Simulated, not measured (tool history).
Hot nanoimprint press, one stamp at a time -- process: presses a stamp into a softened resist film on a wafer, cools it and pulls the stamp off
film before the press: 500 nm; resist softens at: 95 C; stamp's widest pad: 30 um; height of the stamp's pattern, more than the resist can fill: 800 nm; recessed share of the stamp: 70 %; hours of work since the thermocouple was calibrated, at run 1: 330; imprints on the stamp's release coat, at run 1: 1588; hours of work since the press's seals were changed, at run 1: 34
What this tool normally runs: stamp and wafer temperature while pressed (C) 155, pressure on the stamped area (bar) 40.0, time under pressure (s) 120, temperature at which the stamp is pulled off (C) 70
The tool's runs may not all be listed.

run   hour  stamp and wafer temperature while pressed (C)  pressure on the stamped area (bar)  time under pressure (s)  temperature at which the stamp is pulled off (C)  hours of work since the thermocouple was calibrated  imprints on the stamp's release coat  hours of work since the press's seals were changed  resist left under the stamp's widest pad (nm)  greatest force while the stamp is pulled off (N)
  1    0.0                                            155                                40.0                      120                                                70                                                  330                                  1588                                                  34                                          199.8                                               387
  2   17.8                                            155                                40.0                      120                                                70                                                  343                                  1684                                                  47                                          202.6                                               388
  3   43.8                                            155                                40.0                      120                                                70                                                  362                                  1825                                                  65                                          202.2                                               406
      79.1  -- stamp cleaned and given a new release coat
  4   80.9                                            155                                40.0                      120                                                70                                                  384                                    10                                                  87                                          205.5                                               226
  5  101.2                                            155                                40.0                      120                                                70                                                  398                                   120                                                 102                                          205.0                                               243
  6  129.3                                            155                                40.0                      120                                                70                                                  418                                   271                                                 122                                          205.8                                               251
  7  147.9                                            155                                40.0                      120                                                70                                                  432                                   372                                                 135                                          207.7                                               261
  8  168.3                                            155                                40.0                      120                                                70                                                  446                                   482                                                 150                                          208.1                                               281
     181.4  -- plate thermocouple calibrated
  9  202.9                                            155                                40.0                      120                                                70                                                   15                                   653                                                 172                                          190.6                                               278
 10  221.3                                            155                                40.0                      120                                                70                                                   29                                   753                                                 185                                          187.7                                               291
 11  241.5                                            155                                40.0                      120                                                70                                                   43                                   862                                                 200                                          188.4                                               306
 12  269.6                                            155                                28.1                      120                                                70                                                   63                                  1014                                                 220                                          233.0                                               311
 13  288.0                                            155                                28.1                      120                                                70                                                   76                                  1113                                                 233                                          232.3                                               309
 14  303.8                                            155                                40.0                      120                                                56                                                   87                                  1199                                                 244                                          193.5                                               424
 15  323.7                                            155                                40.0                      120                                                56                                                  102                                  1306                                                 258                                          192.2                                               439
 16  347.1                                            155                                40.0                      120                                                56                                                  118                                  1433                                                 275                                          192.6                                               447
 17  361.2                                            164                                40.0                      120                                                70                                                  128                                  1509                                                 285                                          134.5                                               358
 18  384.1                                            155                                40.0                      115                                                70                                                  145                                  1632                                                 302                                          196.6                                               383
 19  411.6                                            162                                44.0                      128                                                56                                                  164                                  1781                                                 321                                          136.5                                               509
 20  430.7                                            145                                62.0                      193                                                68                                                  178                                  1884                                                 335                                          202.4                                               407
     455.7  -- stamp cleaned and given a new release coat
 21  459.2                                            145                                62.0                      193                                                68                                                  194                                    19                                                 351                                          204.7                                               225

Predict the results of run 22:
 22  475.9                                            149                                40.0                       66                                                77                                                  206                                   109                                                 363                                              ?                                                 ?

resist left under the stamp's widest pad (nm): 302.8
greatest force while the stamp is pulled off (N): 200
Without the tool's hidden state the same run would have given resist left under the stamp's widest pad (nm) 292.4, greatest force while the stamp is pulled off (N) 189.
